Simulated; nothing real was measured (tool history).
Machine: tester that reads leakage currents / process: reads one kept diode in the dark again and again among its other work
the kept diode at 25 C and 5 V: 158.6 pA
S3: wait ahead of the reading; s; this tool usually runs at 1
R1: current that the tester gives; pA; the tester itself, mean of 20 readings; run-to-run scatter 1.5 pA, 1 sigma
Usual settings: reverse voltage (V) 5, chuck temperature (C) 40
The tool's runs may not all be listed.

Run 1, hour 0: usual settings. Result: R1 480.25 pA.
Run 2, hour 55.2: usual settings. Result: R1 477.5 pA.
Run 3, hour 110.1: usual settings. Result: R1 475.84 pA.
Run 4, hour 160.9: usual settings. Result: R1 476.09 pA.
At hour 188.8: chuck's temperature calibrated.
Run 5, hour 209.7: usual settings. Result: R1 448.42 pA.
Run 6, hour 269.8: usual settings but S3 0.58 s. Result: R1 450.64 pA.
Run 7, hour 332.9: usual settings but chuck temperature (C) 34. Result: R1 290.8 pA.
Run 8, hour 364.9: usual settings but chuck temperature (C) 34. Result: R1 288.64 pA.
Run 9, hour 406.6: usual settings but chuck temperature (C) 34. Result: R1 288.68 pA.
At hour 422.1: chuck's temperature calibrated, once more.
Run 10, hour 451.1: usual settings but chuck temperature (C) 34, S3 0.43 s. Result: R1 333.09 pA.
Run 11, hour 510.5: usual settings but chuck temperature (C) 34, S3 0.43 s. Result: R1 334.72 pA.
Run 12, hour 557.5: usual settings but chuck temperature (C) 34, S3 0.43 s. Result: R1 331.39 pA.
At hour 585.3: probe card cleaned and baked.
Run 13, hour 610.1: usual settings but chuck temperature (C) 27. Result: R1 182.46 pA.
Run 14, hour 645.1: usual settings but reverse voltage (V) 2.02, chuck temperature (C) 49, S3 0.61 s. Result: R1 610.49 pA.
Run 15, hour 678.2: usual settings but reverse voltage (V) 2.97, chuck temperature (C) 35, S3 2.11 s. Result: R1 264.11 pA.
Run 16, hour 735.1: usual settings but reverse voltage (V) 11.59, chuck temperature (C) 31, S3 0.38 s. Result: R1 375.52 pA.
Run 17, hour 775.4: usual settings but S3 1.24 s. Result: R1 491.2 pA.

Results for each run, recomputed without the tool's hidden state and with each run's random variation untouched:
The hidden state here: stray current of the dirty probe card, pA a volt; current scale over the true one, %; true chuck temperature over the reading, C; drift of the gauge itself on leakage_pa, %.
run      R1
  1  510.19
  2  508.46
  3  507.83
  4  509.31
  5  505.69
  6  509.55
  7  325.84
  8  323.81
  9  324.38
 10  324.42
 11  326.85
 12  324.23
 13  187.26
 14  626.42
 15  271.78
 16  386.58
 17   507.2

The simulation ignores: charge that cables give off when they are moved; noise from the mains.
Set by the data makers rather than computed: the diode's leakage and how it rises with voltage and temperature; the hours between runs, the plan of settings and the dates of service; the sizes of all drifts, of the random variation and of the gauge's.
